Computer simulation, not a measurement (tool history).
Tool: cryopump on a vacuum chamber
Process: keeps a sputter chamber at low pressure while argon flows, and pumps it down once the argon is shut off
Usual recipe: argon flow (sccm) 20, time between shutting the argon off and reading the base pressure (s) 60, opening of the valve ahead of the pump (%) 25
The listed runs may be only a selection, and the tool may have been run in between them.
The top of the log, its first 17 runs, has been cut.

| run | hour | argon flow (sccm) | time between shutting the argon off and reading the base pressure (s) | opening of the valve ahead of the pump (%) | hours of work since the pump was warmed up and emptied | hours of work since the cold head was overhauled | hours of work since the chamber's fittings were tightened | pressure while argon flows (Pa) | pressure after the wait (uPa) |
|---|---|---|---|---|---|---|---|---|---|
| 18 | 777.5 | 20 | 60 | 25 | 916 | 916 | 425 | 0.1174 | 2.92 |
| 19 | 809.8 | 20 | 60 | 25 | 937 | 937 | 446 | 0.1161 | 2.85 |
| 20 | 869.5 | 20 | 21 | 44 | 975 | 975 | 484 | 0.0700 | 6.22 |
| 21 | 912.7 | 19 | 106 | 36 | 1003 | 1003 | 512 | 0.0803 | 2.36 |
| 22 | 938.6 | 17 | 60 | 25 | 1020 | 1020 | 529 | 0.1008 | 3.12 |
| 23 | 978.6 | 20 | 116 | 59 | 1046 | 1046 | 555 | 0.0553 | 2.35 |
| 24 | 1010.0 | 8 | 116 | 47 | 1066 | 1066 | 575 | 0.0261 | 2.43 |
| 25 | 1056.9 | 21 | 60 | 25 | 1096 | 1096 | 605 | 0.1244 | 3.28 |
| 26 | 1089.4 | 21 | 60 | 25 | 1117 | 1117 | 626 | 0.1247 | 3.36 |
| 27 | 1146.4 | 27 | 214 | 27 | 1154 | 1154 | 663 | 0.1508 | 2.10 |
| 28 | 1190.2 | 27 | 40 | 19 | 1182 | 1182 | 691 | 0.2083 | 4.48 |
|  | 1207.2 | pump warmed up, emptied and cooled again |
| 29 | 1222.5 | 16 | 40 | 19 | 10 | 1200 | 709 | 0.1162 | 4.06 |
| 30 | 1275.9 | 24 | 70 | 44 | 44 | 1234 | 743 | 0.0766 | 2.99 |
| 31 | 1313.4 | 24 | 146 | 53 | 68 | 1258 | 767 | 0.0636 | 2.22 |
| 32 | 1359.1 | 24 | 127 | 53 | 98 | 1288 | 797 | 0.0625 | 2.39 |
| 33 | 1408.1 | 13 | 132 | 20 | 130 | 1319 | 828 | 0.0904 | 2.40 |

Below are 3 alternative next runs, each starting from the tool's condition after run 33. Predict each:
| A | 1461.5 | 20 | 222 | 17 | 164 | 1354 | 863 | ? | ? |
| B | 1461.5 | 29 | 132 | 17 | 164 | 1354 | 863 | ? | ? |
| C | 1461.5 | 13 | 132 | 48 | 164 | 1354 | 863 | ? | ? |

| run | pressure while argon flows (Pa) | pressure after the wait (uPa) |
|---|---|---|
| A | 0.1639 | 2.12 |
| B | 0.2379 | 2.43 |
| C | 0.0391 | 2.48 |
The same runs, with their run-to-run variation unchanged, on a tool lacking any hidden condition would have given:
| run | pressure while argon flows (Pa) | pressure after the wait (uPa) |
|---|---|---|
| A | 0.1626 | 0.68 |
| B | 0.2361 | 0.99 |
| C | 0.0382 | 1.03 |

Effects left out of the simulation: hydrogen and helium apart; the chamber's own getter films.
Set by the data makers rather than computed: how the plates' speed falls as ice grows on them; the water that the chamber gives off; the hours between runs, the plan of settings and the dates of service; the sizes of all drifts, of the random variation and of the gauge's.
